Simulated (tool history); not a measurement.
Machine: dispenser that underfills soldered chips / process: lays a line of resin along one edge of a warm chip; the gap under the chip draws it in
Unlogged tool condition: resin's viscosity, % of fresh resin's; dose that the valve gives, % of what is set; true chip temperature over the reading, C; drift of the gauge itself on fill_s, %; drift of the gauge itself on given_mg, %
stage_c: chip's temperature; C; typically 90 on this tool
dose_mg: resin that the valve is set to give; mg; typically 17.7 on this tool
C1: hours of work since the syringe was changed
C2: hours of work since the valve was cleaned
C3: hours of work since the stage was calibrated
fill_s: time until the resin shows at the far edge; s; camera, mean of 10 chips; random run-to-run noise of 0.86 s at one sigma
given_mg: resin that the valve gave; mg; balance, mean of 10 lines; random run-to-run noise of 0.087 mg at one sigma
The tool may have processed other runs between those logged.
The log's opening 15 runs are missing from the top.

-- hour=98.2 dispensing valve cleaned and set on the balance
run 16 hour=104.7 | stage_c=82 dose_mg=15.3 | C1=6 C2=5 C3=169 | fill_s=191.3 given_mg=15.32
-- hour=106.3 new syringe of resin
run 17 hour=112.2 | stage_c=82 dose_mg=15.3 | C1=5 C2=11 C3=175 | fill_s=176 given_mg=15.22
-- hour=115.4 new syringe of resin
run 18 hour=117.6 | stage_c=93 dose_mg=18.6 | C1=2 C2=15 C3=179 | fill_s=77.3 given_mg=18.34
run 19 hour=122.1 | stage_c=93 dose_mg=18.6 | C1=5 C2=18 C3=182 | fill_s=100.1 given_mg=18.43
-- hour=124.4 new syringe of resin
run 20 hour=128.8 | stage_c=90 dose_mg=23 | C1=3 C2=23 C3=187 | fill_s=97.7 given_mg=22.59
run 21 hour=132.7 | stage_c=90 dose_mg=19.4 | C1=6 C2=26 C3=190 | fill_s=126.9 given_mg=19.11
-- hour=133.5 new syringe of resin
run 22 hour=138.5 | stage_c=94 dose_mg=20.5 | C1=4 C2=30 C3=194 | fill_s=85 given_mg=20.06
-- hour=142.5 new syringe of resin
run 23 hour=146.8 | stage_c=102 dose_mg=20.5 | C1=3 C2=36 C3=201 | fill_s=55.6 given_mg=20.06
run 24 hour=150.4 | stage_c=86 dose_mg=17.9 | C1=6 C2=39 C3=203 | fill_s=152.8 given_mg=17.35
-- hour=151.3 new syringe of resin
run 25 hour=157.2 | stage_c=104 dose_mg=20.1 | C1=5 C2=44 C3=208 | fill_s=56.2 given_mg=19.37
-- hour=160.5 new syringe of resin
run 26 hour=163.2 | stage_c=83 dose_mg=15.5 | C1=2 C2=49 C3=213 | fill_s=137.3 given_mg=14.97
-- hour=169.6 new syringe of resin
run 27 hour=170.4 | stage_c=88 dose_mg=18.5 | C1=1 C2=54 C3=218 | fill_s=91.2 given_mg=17.72
run 28 hour=176.6 | stage_c=94 dose_mg=15.7 | C1=5 C2=59 C3=223 | fill_s=102.3 given_mg=15.17
-- hour=179 new syringe of resin
run 29 hour=180.5 | stage_c=84 dose_mg=16.2 | C1=1 C2=62 C3=226 | fill_s=117.6 given_mg=15.49
-- hour=184.6 dispensing valve cleaned and set on the balance
-- hour=189 new syringe of resin
run 30 hour=189 | stage_c=78 dose_mg=21 | C1=0 C2=3 C3=231 | fill_s=145.2 given_mg=20.86
-- hour=197.8 new syringe of resin
run 31 hour=197.8 | stage_c=78 dose_mg=21 | C1=0 C2=10 C3=238 | fill_s=137.6 given_mg=20.9
run 32 hour=203.5 | stage_c=85 dose_mg=22.8 | C1=4 C2=14 C3=242 | fill_s=136.6 given_mg=22.6
-- hour=207 new syringe of resin
run 33 hour=207.4 | stage_c=85 dose_mg=22.8 | C1=0 C2=17 C3=245 | fill_s=100.6 given_mg=22.66
run 34 hour=214.7 | stage_c=102 dose_mg=19.1 | C1=6 C2=23 C3=251 | fill_s=69.6 given_mg=18.78

What if the next run were any one of these 4? Each begins from the tool's condition after run 34:
-- hour=216.4 new syringe of resin
run A hour=223.7 | stage_c=95 dose_mg=21.6 | C1=6 C2=29 C3=258 | fill_s=? given_mg=?
-- hour=216.4 new syringe of resin
run B hour=223.7 | stage_c=102 dose_mg=20.4 | C1=6 C2=29 C3=258 | fill_s=? given_mg=?
-- hour=216.4 new syringe of resin
run C hour=223.7 | stage_c=93 dose_mg=17.5 | C1=6 C2=29 C3=258 | fill_s=? given_mg=?
-- hour=216.4 new syringe of resin
run D hour=223.7 | stage_c=104 dose_mg=19.1 | C1=6 C2=29 C3=258 | fill_s=? given_mg=?

run=A fill_s=94.9 given_mg=21.2
run=B fill_s=67.9 given_mg=19.97
run=C fill_s=106.1 given_mg=17.1
run=D fill_s=63.1 given_mg=18.71
Stripped of hidden state, with their random variation kept, the same runs would have yielded:
run=A fill_s=62.4 given_mg=21.68
run=B fill_s=44.6 given_mg=20.42
run=C fill_s=69.6 given_mg=17.48
run=D fill_s=41.4 given_mg=19.13
